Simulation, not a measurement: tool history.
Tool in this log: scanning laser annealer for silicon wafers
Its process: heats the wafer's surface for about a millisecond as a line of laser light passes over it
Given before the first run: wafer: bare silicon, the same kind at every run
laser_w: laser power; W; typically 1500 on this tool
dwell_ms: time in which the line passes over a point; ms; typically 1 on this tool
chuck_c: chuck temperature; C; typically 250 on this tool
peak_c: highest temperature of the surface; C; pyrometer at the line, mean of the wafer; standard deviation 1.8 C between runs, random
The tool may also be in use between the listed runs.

Run 1, hour 0: usual settings. Result: peak_c 921 C.
Run 2, hour 79.2: usual settings but dwell_ms 1.11 ms. Result: peak_c 955 C.
Run 3, hour 133.6: usual settings. Result: peak_c 910 C.
At hour 157.6: window over the wafer cleaned.
Run 4, hour 206.8: usual settings. Result: peak_c 960 C.
Run 5, hour 279.7: usual settings but dwell_ms 1.09 ms. Result: peak_c 998 C.
Run 6, hour 359.7: usual settings but dwell_ms 1.09 ms. Result: peak_c 993 C.
Run 7, hour 436: usual settings but dwell_ms 1.09 ms. Result: peak_c 984 C.
Run 8, hour 521: usual settings but chuck_c 225 C. Result: peak_c 916 C.
Run 9, hour 583: usual settings but laser_w 1376 W, chuck_c 225 C. Result: peak_c 840 C.
Run 10, hour 661.3: usual settings but laser_w 1376 W, chuck_c 286 C. Result: peak_c 892 C.
Run 11, hour 733.4: usual settings. Result: peak_c 922 C.
Run 12, hour 787.6: usual settings but chuck_c 236 C. Result: peak_c 903 C.
Run 13, hour 867.3: usual settings but chuck_c 236 C. Result: peak_c 900 C.
At hour 933.6: window over the wafer cleaned.
Run 14, hour 933.6: usual settings but chuck_c 236 C. Result: peak_c 949 C.
Run 15, hour 996.5: usual settings but chuck_c 236 C. Result: peak_c 943 C.
Run 16, hour 1065.9: usual settings but chuck_c 260 C. Result: peak_c 965 C.
Run 17, hour 1119.5: usual settings but chuck_c 260 C. Result: peak_c 959 C.
Run 18, hour 1182.7: usual settings but chuck_c 260 C. Result: peak_c 953 C.
Run 19, hour 1251.5: usual settings but chuck_c 221 C. Result: peak_c 911 C.
Run 20, hour 1332.5: usual settings but chuck_c 221 C. Result: peak_c 902 C.
Run 21, hour 1397.9: usual settings but laser_w 1305 W, dwell_ms 0.88 ms, chuck_c 289 C. Result: peak_c 814 C.
Run 22, hour 1437.5: usual settings but dwell_ms 0.94 ms, chuck_c 287 C. Result: peak_c 936 C.
Run 23, hour 1496.9: usual settings but dwell_ms 0.94 ms, chuck_c 287 C. Result: peak_c 931 C.
Run 24, hour 1560.9: usual settings but laser_w 1524 W, dwell_ms 1.03 ms, chuck_c 229 C. Result: peak_c 924 C.
Run 25, hour 1605.9: usual settings but laser_w 1454 W, dwell_ms 1.11 ms, chuck_c 247 C. Result: peak_c 927 C.
Run 26, hour 1655: usual settings but laser_w 1454 W, dwell_ms 1.11 ms, chuck_c 247 C. Result: peak_c 922 C.
At hour 1711.6: window over the wafer cleaned.
Run 27, hour 1750.3: usual settings but laser_w 1384 W, dwell_ms 1.16 ms, chuck_c 264 C. Result: peak_c 957 C.
Run 28, hour 1838.1: usual settings but laser_w 1573 W, dwell_ms 1.23 ms, chuck_c 237 C. Result: peak_c 1078 C.
Run 29, hour 1891.6: usual settings but laser_w 1521 W, chuck_c 252 C. Result: peak_c 959 C.
At hour 1941.7: optics aligned, line set to its width.
Run 30, hour 1941.7: usual settings but laser_w 1513 W, dwell_ms 1.11 ms, chuck_c 289 C. Result: peak_c 1049 C.
Run 31, hour 1995.6: usual settings but laser_w 1513 W, dwell_ms 1.11 ms, chuck_c 289 C. Result: peak_c 1042 C.
Run 32, hour 2033.5: usual settings but laser_w 1381 W, dwell_ms 0.77 ms, chuck_c 282 C. Result: peak_c 817 C.
Run 33, hour 2075.9: usual settings but laser_w 1437 W, dwell_ms 0.91 ms. Result: peak_c 871 C.
Run 34, hour 2129.5: usual settings but laser_w 1555 W, dwell_ms 0.91 ms, chuck_c 280 C. Result: peak_c 964 C.
Run 35, hour 2201.6: usual settings but laser_w 1446 W, dwell_ms 0.75 ms. Result: peak_c 800 C.
Run 36, hour 2243.1: usual settings but laser_w 1446 W, dwell_ms 0.75 ms. Result: peak_c 795 C.
Run 37, hour 2334.9: usual settings but laser_w 1635 W, dwell_ms 1.08 ms, chuck_c 270 C. Result: peak_c 1057 C.
Run 38, hour 2407: usual settings but laser_w 1362 W, dwell_ms 1.08 ms, chuck_c 234 C. Result: peak_c 851 C.
Run 39, hour 2472.3: usual settings but laser_w 1327 W, dwell_ms 0.87 ms, chuck_c 235 C. Result: peak_c 755 C.
At hour 2494.8: window over the wafer cleaned.
Run 40, hour 2529.3: usual settings but laser_w 1327 W, dwell_ms 0.87 ms, chuck_c 235 C. Result: peak_c 794 C.

Consider 3 possible next runs. They are alternatives, not a sequence: every one starts from the tool as it was left by run 40. What does each give?
Run A, hour 2588.5: usual settings but laser_w 1417 W, dwell_ms 0.74 ms, chuck_c 235 C. Result: peak_c ?.
Run B, hour 2588.5: usual settings but laser_w 1327 W, chuck_c 235 C. Result: peak_c ?.
Run C, hour 2588.5: usual settings but laser_w 1312 W, dwell_ms 1.08 ms, chuck_c 266 C. Result: peak_c ?.

run  peak_c
  A     786
  B     837
  C     888
Without the tool's unlogged condition, the same runs would have read:
run  peak_c
  A     799
  B     851
  C     902
